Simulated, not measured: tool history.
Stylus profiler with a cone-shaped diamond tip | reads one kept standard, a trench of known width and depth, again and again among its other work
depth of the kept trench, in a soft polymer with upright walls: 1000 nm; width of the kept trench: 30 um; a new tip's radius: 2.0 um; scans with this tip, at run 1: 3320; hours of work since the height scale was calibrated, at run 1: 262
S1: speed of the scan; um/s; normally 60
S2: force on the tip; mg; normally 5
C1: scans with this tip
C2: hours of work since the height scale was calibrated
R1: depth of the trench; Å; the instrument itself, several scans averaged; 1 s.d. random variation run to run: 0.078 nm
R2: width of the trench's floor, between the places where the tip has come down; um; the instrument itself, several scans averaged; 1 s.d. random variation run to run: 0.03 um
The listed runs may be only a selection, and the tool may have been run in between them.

run	hour	S1	S2	C1	C2	R1	R2
1	0	60	5	3320	262	10101.4	25.71
2	24.7	60	5	3527	278	10099.3	25.7
3	54.9	48	5	3779	298	10099.8	25.62
4	82.1	60	3.4	4007	316	10074.7	25.57
5	97.8	60	3.4	4139	326	10073.9	25.48
6	128.2	60	3.4	4392	346	10075.5	25.48
7	155.4	60	3.4	4621	364	10074	25.49
8	186.5	60	5	4880	385	10098.2	25.46
9	202.7	60	5	5016	396	10097.2	25.4
10	228	60	5	5228	412	10098.6	25.33
11	253.9	60	5	5445	429	10097.4	25.28
12	270.5	60	5	5583	440	10096.2	25.35
13	290.8	60	4.37	5753	454	10087.7	25.17
14	314.8	28	5.17	5953	469	10097.8	25.28
15	327.9	192	8.52	6063	478	10142.4	25.02
16	359	50	7.58	6324	499	10130.1	25.16
17	379.4	38	10.96	6494	512	10169.1	25.31
18	407.3	38	10.96	6728	530	10169.2	25.21
19	425.2	17	14.56	6878	542	10207.1	25.24
20	450.3	108	14.56	7088	559	10209.2	25.03
21	471.7	108	14.56	7266	573	10207.8	25.01
22	500.1	108	14.56	7505	592	10207.6	24.97
23	515.1	111	4.37	7630	602	10084.9	24.76
24	540.6	111	4.37	7843	618	10085.2	24.75
25	571.3	111	4.37	8100	639	10084.6	24.74
26	598	111	4.37	8323	656	10086	24.68

Alternative continuations, all from the tool just after run 26; predict every row:
A	624.9	92	3.09	8548	674	?	?
B	624.9	71	5	8548	674	?	?
C	624.9	117	7.01	8548	674	?	?
D	624.9	114	2.51	8548	674	?	?
E	624.9	111	2.15	8548	674	?	?

run	R1	R2
A	10064.2	24.65
B	10093.5	24.79
C	10121.8	24.73
D	10054.1	24.56
E	10046.6	24.55
With the hidden condition removed and each run's random variation left untouched, the same runs would have given:
run	R1	R2
A	10077.9	26.25
B	10107.2	26.39
C	10135.6	26.33
D	10067.9	26.16
E	10060.3	26.15
